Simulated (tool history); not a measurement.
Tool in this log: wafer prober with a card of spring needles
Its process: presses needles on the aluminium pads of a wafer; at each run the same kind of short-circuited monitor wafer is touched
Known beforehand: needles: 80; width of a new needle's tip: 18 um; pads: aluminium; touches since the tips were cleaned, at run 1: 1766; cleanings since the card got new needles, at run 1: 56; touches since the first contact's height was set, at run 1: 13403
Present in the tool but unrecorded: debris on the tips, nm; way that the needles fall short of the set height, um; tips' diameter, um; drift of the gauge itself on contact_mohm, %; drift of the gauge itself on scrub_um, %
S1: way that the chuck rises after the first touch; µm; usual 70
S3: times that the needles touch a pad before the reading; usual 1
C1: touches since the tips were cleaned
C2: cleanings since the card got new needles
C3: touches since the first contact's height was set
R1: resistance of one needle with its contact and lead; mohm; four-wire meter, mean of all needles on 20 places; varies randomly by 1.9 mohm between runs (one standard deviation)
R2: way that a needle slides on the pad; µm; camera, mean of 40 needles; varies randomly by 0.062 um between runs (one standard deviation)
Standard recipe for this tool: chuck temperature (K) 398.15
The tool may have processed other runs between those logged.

Run 1, hour 0.0: usual settings; C1 1766; C2 56; C3 13403. Result: R1 214 mohm, R2 13.87 µm.
At hour 6.1: tips cleaned on abrasive film.
At hour 19.4: tips cleaned on abrasive film.
At hour 34.2: tips cleaned on abrasive film.
Run 2, hour 41.2: usual settings; C1 1812; C2 59; C3 24032. Result: R1 218 mohm, R2 13.97 µm.
At hour 46.9: tips cleaned on abrasive film.
At hour 61.4: tips cleaned on abrasive film.
At hour 75.4: tips cleaned on abrasive film.
Run 3, hour 80.0: usual settings; C1 1211; C2 62; C3 34058. Result: R1 211 mohm, R2 13.82 µm.
At hour 89.1: tips cleaned on abrasive film.
At hour 102.8: tips cleaned on abrasive film.
Run 4, hour 102.8: usual settings; C1 0; C2 64; C3 39938. Result: R1 198 mohm, R2 13.86 µm.
At hour 117.0: tips cleaned on abrasive film.
Run 5, hour 125.5: usual settings; C1 2199; C2 65; C3 45799. Result: R1 220 mohm, R2 13.76 µm.
At hour 131.1: tips cleaned on abrasive film.
At hour 144.1: tips cleaned on abrasive film.
At hour 157.7: tips cleaned on abrasive film.
Run 6, hour 169.3: usual settings; C1 3018; C2 68; C3 57111. Result: R1 221 mohm, R2 13.62 µm.
At hour 172.3: tips cleaned on abrasive film.
At hour 185.0: tips cleaned on abrasive film.
At hour 198.6: tips cleaned on abrasive film.
At hour 212.2: tips cleaned on abrasive film.
Run 7, hour 212.2: usual settings; C1 0; C2 72; C3 68181. Result: R1 201 mohm, R2 13.58 µm.
At hour 226.2: tips cleaned on abrasive film.
At hour 232.2: tips cleaned on abrasive film, once more.
Run 8, hour 233.0: usual settings; C1 199; C2 74; C3 73532. Result: R1 205 mohm, R2 13.56 µm.
At hour 245.0: tips cleaned on abrasive film.
Run 9, hour 252.6: usual settings; C1 1956; C2 75; C3 78591. Result: R1 217 mohm, R2 13.50 µm.
At hour 257.5: tips cleaned on abrasive film.
At hour 272.0: tips cleaned on abrasive film.
At hour 285.4: tips cleaned on abrasive film.
Run 10, hour 292.8: usual settings; C1 1932; C2 78; C3 88984. Result: R1 214 mohm, R2 13.46 µm.
At hour 297.9: tips cleaned on abrasive film.
At hour 311.4: tips cleaned on abrasive film.
Run 11, hour 314.4: usual settings; C1 791; C2 80; C3 94550. Result: R1 205 mohm, R2 13.39 µm.
At hour 325.0: tips cleaned on abrasive film.
At hour 330.4: height of the first contact set anew.
At hour 339.3: tips cleaned on abrasive film.
Run 12, hour 346.7: usual settings; C1 1938; C2 82; C3 4233. Result: R1 215 mohm, R2 13.96 µm.
At hour 352.0: tips cleaned on abrasive film.
At hour 366.5: tips cleaned on abrasive film.
At hour 381.1: tips cleaned on abrasive film.
Run 13, hour 392.7: usual settings; C1 3005; C2 85; C3 16102. Result: R1 226 mohm, R2 13.82 µm.
At hour 395.8: tips cleaned on abrasive film.
At hour 409.8: tips cleaned on abrasive film.
At hour 422.2: tips cleaned on abrasive film.
At hour 436.4: tips cleaned on abrasive film.
Run 14, hour 440.0: usual settings but S3 2; C1 941; C2 89; C3 28313. Result: R1 202 mohm, R2 13.79 µm.
At hour 449.1: tips cleaned on abrasive film.
At hour 463.8: tips cleaned on abrasive film.
At hour 477.3: tips cleaned on abrasive film.
Run 15, hour 478.4: usual settings but S3 2; C1 293; C2 92; C3 38209. Result: R1 201 mohm, R2 13.73 µm.
At hour 490.4: tips cleaned on abrasive film.
At hour 504.0: tips cleaned on abrasive film.
Run 16, hour 514.0: usual settings but S1 66 µm; C1 2589; C2 94; C3 47416. Result: R1 225 mohm, R2 12.96 µm.
At hour 516.9: tips cleaned on abrasive film.
At hour 531.1: tips cleaned on abrasive film.
At hour 545.1: tips cleaned on abrasive film.
Run 17, hour 549.3: usual settings but S1 66 µm; C1 1091; C2 97; C3 56513. Result: R1 214 mohm, R2 12.85 µm.
At hour 558.2: tips cleaned on abrasive film.
At hour 572.1: tips cleaned on abrasive film.
Run 18, hour 582.5: usual settings but S1 53 µm; C1 2711; C2 99; C3 65106. Result: R1 242 mohm, R2 10.19 µm.
At hour 585.6: tips cleaned on abrasive film.
At hour 599.7: tips cleaned on abrasive film.
At hour 612.5: tips cleaned on abrasive film.
At hour 625.5: tips cleaned on abrasive film.
Run 19, hour 625.9: usual settings but S1 53 µm, chuck temperature (K) 369.15; C1 107; C2 103; C3 76292. Result: R1 203 mohm, R2 10.08 µm.
At hour 639.5: tips cleaned on abrasive film.
At hour 654.2: tips cleaned on abrasive film.
At hour 668.5: tips cleaned on abrasive film.
Run 20, hour 671.0: usual settings but S1 53 µm, chuck temperature (K) 369.15; C1 647; C2 106; C3 87942. Result: R1 211 mohm, R2 10.10 µm.
At hour 682.2: tips cleaned on abrasive film.
At hour 695.6: tips cleaned on abrasive film.
Run 21, hour 695.6: usual settings but S1 53 µm, chuck temperature (K) 303.15; C1 0; C2 108; C3 94278. Result: R1 185 mohm, R2 10.00 µm.
At hour 710.2: tips cleaned on abrasive film.
At hour 713.5: height of the first contact set anew.
At hour 723.8: tips cleaned on abrasive film.
Run 22, hour 726.5: usual settings but S1 53 µm, chuck temperature (K) 303.15; C1 696; C2 110; C3 3351. Result: R1 205 mohm, R2 10.50 µm.
At hour 736.9: tips cleaned on abrasive film.
At hour 749.9: tips cleaned on abrasive film.
Run 23, hour 752.8: usual settings but S1 66 µm, chuck temperature (K) 303.15, S3 2; C1 740; C2 112; C3 10129. Result: R1 183 mohm, R2 13.09 µm.
At hour 763.1: tips cleaned on abrasive film.
At hour 776.9: tips cleaned on abrasive film.
Run 24, hour 787.3: usual settings but S1 84 µm, chuck temperature (K) 312.15, S3 2; C1 2720; C2 114; C3 19062. Result: R1 195 mohm, R2 16.65 µm.
At hour 790.4: tips cleaned on abrasive film.
At hour 804.5: tips cleaned on abrasive film.
At hour 818.6: tips cleaned on abrasive film.
Run 25, hour 828.6: usual settings but S1 84 µm, chuck temperature (K) 312.15, S3 2; C1 2596; C2 117; C3 29715. Result: R1 192 mohm, R2 16.69 µm.
At hour 830.7: tips cleaned on abrasive film.
At hour 845.0: tips cleaned on abrasive film.
Run 26, hour 851.2: usual settings but S1 84 µm, chuck temperature (K) 312.15, S3 2; C1 1610; C2 119; C3 35553. Result: R1 193 mohm, R2 16.55 µm.
At hour 857.3: tips cleaned on abrasive film.
At hour 870.1: tips cleaned on abrasive film.
Run 27, hour 870.8: usual settings but S1 84 µm, chuck temperature (K) 303.15, S3 2; C1 179; C2 121; C3 40578. Result: R1 178 mohm, R2 16.60 µm.
At hour 885.0: tips cleaned on abrasive film.
At hour 898.8: tips cleaned on abrasive film.
Run 28, hour 907.4: usual settings but S1 52 µm, chuck temperature (K) 311.15, S3 2; C1 2236; C2 123; C3 50048. Result: R1 212 mohm, R2 10.07 µm.
At hour 912.3: tips cleaned on abrasive film.
At hour 925.2: tips cleaned on abrasive film.
At hour 938.8: tips cleaned on abrasive film.
Run 29, hour 950.1: usual settings but S1 63 µm, chuck temperature (K) 305.15, S3 2; C1 2937; C2 126; C3 61075. Result: R1 203 mohm, R2 12.22 µm.
At hour 952.2: tips cleaned on abrasive film.
At hour 966.3: tips cleaned on abrasive film.
Run 30, hour 973.2: usual settings but S1 55 µm, chuck temperature (K) 332.15; C1 1808; C2 128; C3 67039. Result: R1 222 mohm, R2 10.55 µm.

Measured less the same run without the tool's hidden state. The same run-to-run variation is in both; the gauge's scatter may not be:
run   R1     R2
  1  +17  -0.07
  2  +18  -0.13
  3  +14  -0.18
  4   +2  -0.23
  5  +22  -0.24
  6  +25  -0.30
  7   +3  -0.39
  8   +6  -0.43
  9  +21  -0.44
 10  +19  -0.50
 11  +12  -0.54
 12  +19  -0.02
 13  +27  -0.09
 14   +8  -0.18
 15   +4  -0.24
 16  +28  -0.28
 17  +17  -0.34
 18  +42  -0.38
 19   +8  -0.46
 20  +21  -0.53
 21   +7  -0.57
 22  +23  -0.02
 23   +8  -0.05
 24  +14  -0.10
 25  +14  -0.18
 26  +12  -0.22
 27   +4  -0.26
 28  +31  -0.29
 29  +24  -0.37
 30  +35  -0.41
